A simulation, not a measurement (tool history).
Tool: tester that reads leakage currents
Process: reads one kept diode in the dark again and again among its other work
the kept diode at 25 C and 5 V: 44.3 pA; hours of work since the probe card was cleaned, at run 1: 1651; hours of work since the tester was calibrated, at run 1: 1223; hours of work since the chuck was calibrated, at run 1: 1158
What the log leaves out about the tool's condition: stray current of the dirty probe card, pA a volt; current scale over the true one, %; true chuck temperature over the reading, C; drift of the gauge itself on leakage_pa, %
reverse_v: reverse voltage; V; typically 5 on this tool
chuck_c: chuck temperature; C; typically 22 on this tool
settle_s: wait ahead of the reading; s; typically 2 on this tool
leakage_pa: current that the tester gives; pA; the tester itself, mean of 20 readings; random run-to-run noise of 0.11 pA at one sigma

run   hour  reverse_v  chuck_c  settle_s  hours of work since the probe card was cleaned  hours of work since the tester was calibrated  hours of work since the chuck was calibrated  leakage_pa
  1      0          5       22         2                                            1651                                           1223                                          1158       33.87
  2   53.9          5       25         2                                            1685                                           1257                                          1192       43.17
  3   94.1          5       22         2                                            1710                                           1282                                          1217       33.81
  4  140.8          5       22         2                                            1739                                           1311                                          1245       33.92
  5  181.1          5       22         2                                            1764                                           1336                                          1270       33.86
  6  235.6          5       22         2                                            1798                                           1370                                          1304       33.83
  7  267.3          5       22      0.31                                            1817                                           1389                                          1324       35.73
  8    310          5       22      0.31                                            1844                                           1416                                          1350       35.49
  9  364.2          5       22      0.31                                            1877                                           1449                                          1384       35.33
 10  397.1          5       22         2                                            1898                                           1470                                          1404       33.66
 11  457.3          5       22         2                                            1935                                           1507                                          1442       33.75
 12  514.1      16.07       43      9.31                                            1970                                           1542                                          1477      300.63
 13  540.5       1.29       32      1.58                                            1987                                           1559                                          1493       46.25
 14  576.3          5       35      5.43                                            2009                                           1581                                          1516       98.37
 15  606.8      11.43       41      1.22                                            2028                                           1600                                          1534      223.03
 16  653.5      11.43       44      6.04                                            2057                                           1629                                          1563       282.6
 17  715.2      11.43       44      0.75                                            2095                                           1667                                          1602      285.44
 18  757.1      11.43       44      0.75                                            2121                                           1693                                          1628       284.7
     795.7  -- chuck's temperature calibrated
 19  814.7      15.49       22      2.11                                            2155                                           1727                                            12       71.24

Predict the results of run 20:
 20  855.4      15.49       22      2.11                                            2181                                           1753                                            37           ?

Run 20 yielded leakage_pa 71.09 pA.
Were there no unlogged condition in the tool, this run, its random variation unchanged, would have produced leakage_pa 49.43 pA.
